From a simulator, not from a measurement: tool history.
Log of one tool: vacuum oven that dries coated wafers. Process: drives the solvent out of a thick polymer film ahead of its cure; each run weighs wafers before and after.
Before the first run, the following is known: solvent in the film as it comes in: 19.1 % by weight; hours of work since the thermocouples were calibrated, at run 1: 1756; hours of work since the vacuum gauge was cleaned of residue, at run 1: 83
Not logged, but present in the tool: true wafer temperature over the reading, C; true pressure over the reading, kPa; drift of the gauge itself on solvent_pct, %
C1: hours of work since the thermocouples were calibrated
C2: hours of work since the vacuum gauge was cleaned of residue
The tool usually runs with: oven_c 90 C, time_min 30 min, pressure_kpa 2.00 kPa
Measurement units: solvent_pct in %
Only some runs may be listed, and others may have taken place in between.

Run 1, day 0.000: usual settings; C1 1756; C2 83. Result: solvent_pct 2.16 %.
Run 2, day 0.321: usual settings but time_min 40 min; C1 1760; C2 87. Result: solvent_pct 1.25 %.
Run 3, day 0.892: usual settings but time_min 40 min; C1 1767; C2 94. Result: solvent_pct 1.27 %.
Run 4, day 1.550: usual settings but time_min 40 min; C1 1775; C2 102. Result: solvent_pct 1.28 %.
Run 5, day 2.046: usual settings but time_min 40 min; C1 1781; C2 108. Result: solvent_pct 1.25 %.
Run 6, day 2.583: usual settings but time_min 40 min; C1 1788; C2 115. Result: solvent_pct 1.24 %.
At day 2.800: oven's thermocouples calibrated.
Run 7, day 3.192: usual settings; C1 5; C2 122. Result: solvent_pct 2.15 %.
Run 8, day 3.942: usual settings; C1 14; C2 131. Result: solvent_pct 2.16 %.
Run 9, day 4.292: usual settings; C1 19; C2 135. Result: solvent_pct 2.15 %.
Run 10, day 5.067: usual settings but oven_c 81 C; C1 28; C2 145. Result: solvent_pct 5.12 %.
Run 11, day 5.754: usual settings but oven_c 101 C; C1 37; C2 154. Result: solvent_pct 0.48 %.
Run 12, day 6.454: usual settings but oven_c 101 C; C1 46; C2 163. Result: solvent_pct 0.46 %.
Run 13, day 6.850: usual settings but time_min 28 min; C1 51; C2 168. Result: solvent_pct 2.41 %.
Run 14, day 7.425: usual settings; C1 58; C2 175. Result: solvent_pct 2.15 %.
Run 15, day 7.971: usual settings but time_min 33 min; C1 65; C2 182. Result: solvent_pct 1.81 %.
Run 16, day 8.650: usual settings but time_min 33 min; C1 73; C2 190. Result: solvent_pct 1.79 %.
Run 17, day 9.142: usual settings but time_min 33 min; C1 79; C2 196. Result: solvent_pct 1.79 %.
Run 18, day 9.817: usual settings; C1 88; C2 205. Result: solvent_pct 2.12 %.
Run 19, day 10.325: usual settings; C1 94; C2 211. Result: solvent_pct 2.14 %.
Run 20, day 11.071: usual settings; C1 104; C2 220. Result: solvent_pct 2.15 %.
Run 21, day 11.433: usual settings; C1 108; C2 225. Result: solvent_pct 2.15 %.
Run 22, day 12.025: usual settings; C1 115; C2 232. Result: solvent_pct 2.17 %.
Run 23, day 12.596: usual settings but oven_c 80 C, time_min 33 min, pressure_kpa 4.39 kPa; C1 123; C2 239. Result: solvent_pct 5.66 %.
Run 24, day 12.992: usual settings but oven_c 98 C, time_min 34 min, pressure_kpa 3.73 kPa; C1 128; C2 244. Result: solvent_pct 0.80 %.
Run 25, day 13.462: usual settings but oven_c 98 C, time_min 34 min, pressure_kpa 3.73 kPa; C1 133; C2 250. Result: solvent_pct 0.84 %.
Run 26, day 14.042: usual settings but oven_c 84 C, time_min 16 min; C1 141; C2 258. Result: solvent_pct 7.45 %.
Run 27, day 14.696: usual settings but oven_c 84 C, time_min 16 min; C1 149; C2 266. Result: solvent_pct 7.46 %.
Run 28, day 15.229: usual settings but oven_c 84 C, time_min 25 min, pressure_kpa 5.26 kPa; C1 156; C2 272. Result: solvent_pct 5.70 %.
Run 29, day 15.542: usual settings but oven_c 81 C, time_min 25 min, pressure_kpa 1.92 kPa; C1 160; C2 276. Result: solvent_pct 6.13 %.
Run 30, day 15.979: usual settings but oven_c 81 C, time_min 24 min, pressure_kpa 6.33 kPa; C1 165; C2 282. Result: solvent_pct 7.36 %.
Run 31, day 16.392: usual settings but oven_c 81 C, time_min 24 min, pressure_kpa 6.33 kPa; C1 170; C2 287. Result: solvent_pct 7.28 %.
Run 32, day 16.750: usual settings but oven_c 98 C, time_min 20 min, pressure_kpa 2.73 kPa; C1 175; C2 291. Result: solvent_pct 1.77 %.
Run 33, day 17.267: usual settings but oven_c 78 C, time_min 17 min, pressure_kpa 5.18 kPa; C1 181; C2 298. Result: solvent_pct 9.85 %.
Run 34, day 17.971: usual settings but oven_c 77 C, time_min 17 min, pressure_kpa 6.65 kPa; C1 190; C2 307. Result: solvent_pct 10.52 %.
Run 35, day 18.417: usual settings but oven_c 85 C, time_min 15 min, pressure_kpa 2.82 kPa; C1 195; C2 312. Result: solvent_pct 7.60 %.
Run 36, day 18.771: usual settings but oven_c 92 C, time_min 15 min, pressure_kpa 3.64 kPa; C1 200; C2 317. Result: solvent_pct 5.09 %.
Run 37, day 19.138: usual settings but oven_c 102 C, time_min 15 min, pressure_kpa 3.64 kPa; C1 205; C2 321. Result: solvent_pct 1.99 %.
Run 38, day 19.521: usual settings but oven_c 102 C, time_min 48 min, pressure_kpa 3.68 kPa; C1 209; C2 326. Result: solvent_pct 0.48 %.
Run 39, day 19.833: usual settings but oven_c 102 C, time_min 18 min, pressure_kpa 3.68 kPa; C1 213; C2 330. Result: solvent_pct 1.41 %.
Run 40, day 20.500: usual settings but oven_c 93 C, time_min 42 min, pressure_kpa 3.68 kPa; C1 222; C2 338. Result: solvent_pct 1.05 %.
Run 41, day 21.250: usual settings but oven_c 89 C; C1 231; C2 348. Result: solvent_pct 2.42 %.
Run 42, day 21.912: usual settings but oven_c 102 C, pressure_kpa 1.10 kPa; C1 239; C2 356. Result: solvent_pct 0.28 %.
Run 43, day 22.671: usual settings but oven_c 102 C, pressure_kpa 1.10 kPa; C1 249; C2 366. Result: solvent_pct 0.27 %.
Run 44, day 23.271: usual settings but oven_c 99 C, time_min 27 min, pressure_kpa 4.39 kPa; C1 256; C2 373. Result: solvent_pct 1.14 %.

Each row is a separate what-if for the run after 44, all from the same tool condition, not one after another. Results?
Run A, day 23.867: usual settings but oven_c 83 C, time_min 16 min, pressure_kpa 4.39 kPa; C1 264; C2 380. Result: solvent_pct ?.
Run B, day 23.867: usual settings but oven_c 100 C, time_min 32 min, pressure_kpa 1.38 kPa; C1 264; C2 380. Result: solvent_pct ?.
Run C, day 23.867: usual settings but oven_c 92 C; C1 264; C2 380. Result: solvent_pct ?.
Run D, day 23.867: usual settings but oven_c 78 C, time_min 16 min; C1 264; C2 380. Result: solvent_pct ?.
Run E, day 23.867: usual settings but oven_c 84 C, time_min 33 min, pressure_kpa 1.26 kPa; C1 264; C2 380. Result: solvent_pct ?.

run  solvent_pct
  A         8.27
  B         0.41
  C         1.71
  D         9.58
  E         3.46
Without the tool's hidden state the same runs would have given:
run  solvent_pct
  A         8.27
  B         0.41
  C         1.71
  D         9.59
  E         3.47
